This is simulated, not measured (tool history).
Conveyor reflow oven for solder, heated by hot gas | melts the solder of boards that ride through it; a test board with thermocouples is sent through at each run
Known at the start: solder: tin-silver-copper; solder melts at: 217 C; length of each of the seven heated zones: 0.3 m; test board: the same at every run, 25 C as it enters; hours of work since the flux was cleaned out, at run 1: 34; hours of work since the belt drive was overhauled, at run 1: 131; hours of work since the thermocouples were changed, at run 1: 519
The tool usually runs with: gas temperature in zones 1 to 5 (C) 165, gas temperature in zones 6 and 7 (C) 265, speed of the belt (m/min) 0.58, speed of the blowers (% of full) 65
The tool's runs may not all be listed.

run,hour,gas temperature in zones 1 to 5 (C),gas temperature in zones 6 and 7 (C),speed of the belt (m/min),speed of the blowers (% of full),hours of work since the flux was cleaned out,hours of work since the belt drive was overhauled,hours of work since the thermocouples were changed,highest temperature of the board (C),time above the solder's melting point (s)
1,0,165,265,0.58,65,34,131,519,245.4,38.5
2,81.5,165,265,0.58,65,94,191,578,245.2,38.6
3,119.7,165,265,0.58,65,122,218,606,245.5,38.4
4,173.8,165,265,0.58,65,161,258,646,244.9,38
# hour 227.4: flux residue cleaned out of gas plates and filters
5,268.4,165,265,0.58,65,30,323,711,244.7,37.4
6,350.7,165,265,0.58,65,90,383,771,243.6,37.6
7,424.7,165,265,0.58,65,144,437,824,243.8,37
# hour 500.2: flux residue cleaned out of gas plates and filters
8,505.4,165,265,0.58,65,4,492,880,247.3,40.1
9,594.2,165,265,0.58,65,68,556,944,247.1,40.7
# hour 612.5: flux residue cleaned out of gas plates and filters, once more
# hour 633.8: thermocouples of zones 6 and 7 changed
10,642.3,165,259,0.58,65,20,586,6,240.3,34.7
11,701.3,165,259,0.58,65,63,629,49,239.8,34.5
12,777.3,165,259,0.58,90,118,685,104,245.6,40.7
13,845.9,169,275,0.495,63,168,734,154,258.8,57.8
# hour 886.8: flux residue cleaned out of gas plates and filters
14,895.9,169,275,0.495,63,7,767,187,260.6,58.9
15,946.9,178,279,0.546,81,44,804,224,266.5,58.6
16,1030.9,178,279,0.546,81,105,865,285,266.4,58.7
17,1087.2,165,265,0.58,68,146,906,326,246.3,40
18,1131.1,165,265,0.58,68,178,938,358,246.4,39.6
# hour 1160.2: flux residue cleaned out of gas plates and filters
19,1211.8,165,265,0.58,68,38,993,413,247.5,41.1
20,1270.8,165,265,0.58,68,81,1036,456,246.9,40.9
21,1329.6,165,265,0.58,68,123,1079,499,246.7,40.3

Alternative continuations, all from the tool just after run 21; predict every row:
A,1414.4,150,279,0.579,68,185,1141,561,?,?
B,1414.4,160,259,0.58,65,185,1141,561,?,?
C,1414.4,163,265,0.687,65,185,1141,561,?,?
D,1414.4,165,255,0.561,79,185,1141,561,?,?
E,1414.4,151,265,0.58,68,185,1141,561,?,?

run,highest temperature of the board (C),time above the solder's melting point (s)
A,255.8,42.9
B,239.8,33.3
C,238.4,26
D,242.3,39.5
E,243.8,35
Without the tool's unlogged condition, the same runs would have read:
run,highest temperature of the board (C),time above the solder's melting point (s)
A,255.2,41.9
B,239,32.3
C,237.9,25.3
D,241.5,38.5
E,243.2,34
